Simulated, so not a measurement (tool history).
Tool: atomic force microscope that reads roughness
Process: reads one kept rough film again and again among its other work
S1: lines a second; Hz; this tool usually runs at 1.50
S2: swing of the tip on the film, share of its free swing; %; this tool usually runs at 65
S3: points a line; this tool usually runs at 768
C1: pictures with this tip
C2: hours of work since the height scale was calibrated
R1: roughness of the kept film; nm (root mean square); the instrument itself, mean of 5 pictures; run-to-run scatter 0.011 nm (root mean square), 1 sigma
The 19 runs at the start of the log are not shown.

run     day    S1  S2    S3   C1  C2     R1
 20   9.438  0.53  75   408   21  10  2.682
 21  10.071  1.50  63   877   35  16  2.632
 22  10.500  1.50  63   877   44  20  2.618
 23  10.783  0.73  67   368   49  23  2.656
 24  11.329  0.73  67   368   61  29  2.646
 25  11.667  1.57  78  1009   68  32  2.388
 26  11.967  1.57  78  1009   74  35  2.401
 27  12.446  1.57  78  1009   85  40  2.373
 28  13.038  1.57  78  1009   97  46  2.376
 29  13.325  1.50  64   768  103  48  2.564
     13.704  -- new tip fitted
 30  13.704  1.50  64   768    0  52  2.658
 31  14.317  0.89  58   401   12  58  2.734
 32  14.700  0.51  87   396   21  62  2.612
 33  15.012  0.51  87   396   27  65  2.602
 34  15.283  0.51  87   396   33  68  2.608
 35  15.775  2.98  77   415   43  72  2.174
 36  16.204  3.30  81   423   52  77  2.009
 37  16.762  1.78  65   508   64  82  2.550
 38  17.154  1.78  65   508   72  86  2.555

Forecast each of these 4 alternatives for the next run:
  A  17.604  0.54  71  595  82  91   ?
  B  17.604  1.50  70  735  82  91   ?
  C  17.604  0.86  80  305  82  91   ?
  D  17.604  1.78  79  473  82  91   ?

run     R1
  A  2.639
  B  2.510
  C  2.505
  D  2.322
Without the tool's unlogged condition, the same runs would have read:
run     R1
  A  2.720
  B  2.588
  C  2.583
  D  2.394
